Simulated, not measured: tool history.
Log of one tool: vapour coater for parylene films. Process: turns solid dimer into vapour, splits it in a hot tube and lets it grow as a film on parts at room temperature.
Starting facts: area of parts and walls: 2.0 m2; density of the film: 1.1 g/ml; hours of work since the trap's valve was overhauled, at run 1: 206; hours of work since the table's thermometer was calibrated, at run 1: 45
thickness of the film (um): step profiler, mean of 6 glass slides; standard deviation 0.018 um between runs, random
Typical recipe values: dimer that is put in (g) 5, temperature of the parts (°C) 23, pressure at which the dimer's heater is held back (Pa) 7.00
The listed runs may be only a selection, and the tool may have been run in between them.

run   hour  dimer that is put in (g)  temperature of the parts (°C)  pressure at which the dimer's heater is held back (Pa)  hours of work since the trap's valve was overhauled  hours of work since the table's thermometer was calibrated  thickness of the film (um)
  1    0.0                         5                             23                                                    7.00                                                  206                                                          45                        1.46
  2   34.9                         5                             30                                                    7.00                                                  222                                                          61                        1.20
  3   78.6                         5                             30                                                    7.00                                                  243                                                          81                        1.18
  4  114.9                         5                             30                                                    7.00                                                  260                                                          98                        1.22
  5  140.5                         5                             30                                                    7.00                                                  272                                                         110                        1.18
  6  185.6                         5                             30                                                    7.00                                                  293                                                         131                        1.18
  7  218.2                         5                             23                                                    7.00                                                  308                                                         147                        1.45
     257.7  -- trap's valve overhauled
  8  261.3                         5                             23                                                    7.00                                                    2                                                         165                        1.48
  9  295.8                         5                             23                                                    7.00                                                   18                                                         181                        1.45
 10  342.0                         5                             23                                                    7.00                                                   39                                                         203                        1.46
 11  384.8                         5                             23                                                    7.00                                                   59                                                         223                        1.45
 12  436.9                         5                             23                                                    7.00                                                   84                                                         247                        1.46
 13  461.5                         8                             23                                                    7.00                                                   95                                                         259                        2.33
 14  496.8                         3                             23                                                    7.00                                                  112                                                         275                        0.86
 15  546.4                         3                             23                                                    7.00                                                  135                                                         298                        0.86
 16  578.7                         8                             35                                                    7.45                                                  150                                                         313                        1.63
 17  626.0                         7                             23                                                    8.16                                                  172                                                         336                        1.98
 18  655.0                         2                             26                                                    7.00                                                  186                                                         349                        0.52
 19  679.9                         5                             20                                                   10.07                                                  198                                                         361                        1.51
 20  706.3                         3                             20                                                    4.00                                                  210                                                         373                        1.06
 21  729.3                         3                             20                                                    4.00                                                  221                                                         384                        1.10
 22  776.1                         3                             20                                                    4.00                                                  243                                                         406                        1.07
 23  817.2                         3                             20                                                    2.48                                                  262                                                         425                        1.20
 24  844.6                         5                             18                                                    7.00                                                  275                                                         438                        1.67
 25  885.0                         5                             23                                                    7.00                                                  294                                                         457                        1.44
 26  932.5                         5                             18                                                    7.00                                                  316                                                         479                        1.67

Predict each of these 4 candidate next runs independently; none follows another, all start after run 26:
     957.9  -- trap's valve overhauled
  A  960.8                         4                             20                                                    6.09                                                    1                                                         490                           ?
     957.9  -- trap's valve overhauled
  B  960.8                         5                             21                                                    3.51                                                    1                                                         490                           ?
     957.9  -- trap's valve overhauled
  C  960.8                         5                             18                                                    6.23                                                    1                                                         490                           ?
     957.9  -- trap's valve overhauled
  D  960.8                         5                             30                                                    5.62                                                    1                                                         490                           ?

run  thickness of the film (um)
  A                        1.29
  B                        1.77
  C                        1.74
  D                        1.20
With no hidden state in the tool, these same runs would have given:
run  thickness of the film (um)
  A                        1.30
  B                        1.77
  C                        1.75
  D                        1.20
